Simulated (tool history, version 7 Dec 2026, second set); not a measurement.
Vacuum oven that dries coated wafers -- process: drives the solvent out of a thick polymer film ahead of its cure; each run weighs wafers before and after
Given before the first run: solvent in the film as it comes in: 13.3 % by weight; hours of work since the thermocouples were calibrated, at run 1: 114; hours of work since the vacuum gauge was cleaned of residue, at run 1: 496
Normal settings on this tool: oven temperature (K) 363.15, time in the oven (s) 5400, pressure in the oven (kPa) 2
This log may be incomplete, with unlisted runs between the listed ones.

run,hour,oven temperature (K),time in the oven (s),pressure in the oven (kPa),hours of work since the thermocouples were calibrated,hours of work since the vacuum gauge was cleaned of residue,solvent left in the film (%)
1,0,363.15,5400,2,114,496,1.9
2,11.8,363.15,5400,2,120,502,1.87
3,18,367.15,5400,2,123,505,1.41
4,24.6,363.15,5400,2,126,509,1.95
5,31.9,363.15,5400,2,130,512,1.91
6,41,363.15,5400,2,134,517,1.9
7,48.3,363.15,5400,2,138,520,1.91
8,60.8,363.15,5400,2,144,527,1.97
9,68.5,363.15,2760,2,148,531,3.73
10,78.6,371.15,5400,2,153,536,1.07
# hour 81.2: oven's thermocouples calibrated
11,87.3,377.15,5400,2,3,539,0.71
12,96.3,377.15,5400,2,7,543,0.73
13,108.1,377.15,5400,2,13,549,0.72
14,115.8,363.15,5400,2,17,553,1.89
15,126.3,363.15,5400,2,22,558,1.91
# hour 131.7: oven's thermocouples calibrated, once more
16,140.3,363.15,5400,1.16,4,564,1.51
17,147.3,363.15,5400,1.16,8,568,1.47
18,159.8,363.15,2760,4.87,14,574,5.11
19,172.2,363.15,6960,3.68,20,580,2.47
20,179.7,363.15,6960,3.68,24,584,2.44
21,185.1,373.15,4980,2,27,587,1.05
22,194.9,373.15,4980,2,31,591,0.96
23,202.3,373.15,5640,2,35,595,0.87
24,207.6,377.15,8340,6.54,38,598,2.23
25,214.1,357.15,5340,7.72,41,601,6.58
26,223.4,364.15,3660,7.72,46,606,5.4
27,230.3,364.15,5520,5.32,49,609,3.44
28,241.7,363.15,3900,5.78,55,615,4.57

Take each entry between the runs: how does the hidden state at the last listed run before it differ from the hidden state at the first listed run after it?
Between runs 10 and 11: oven's thermocouples calibrated (hour 81.2)
  true wafer temperature over the reading, C: 0.38 -> 0.64; true pressure over the reading, kPa: 0.079 -> 0.08
  difference, measured minus the result without the unlogged condition, solvent left in the film (%): +0.01 -> +0
Between runs 15 and 16: oven's thermocouples calibrated, once more (hour 131.7)
  true wafer temperature over the reading, C: 0.67 -> 0.18; true pressure over the reading, kPa: 0.083 -> 0.084
  difference, measured minus the result without the unlogged condition, solvent left in the film (%): -0.05 -> +0.02
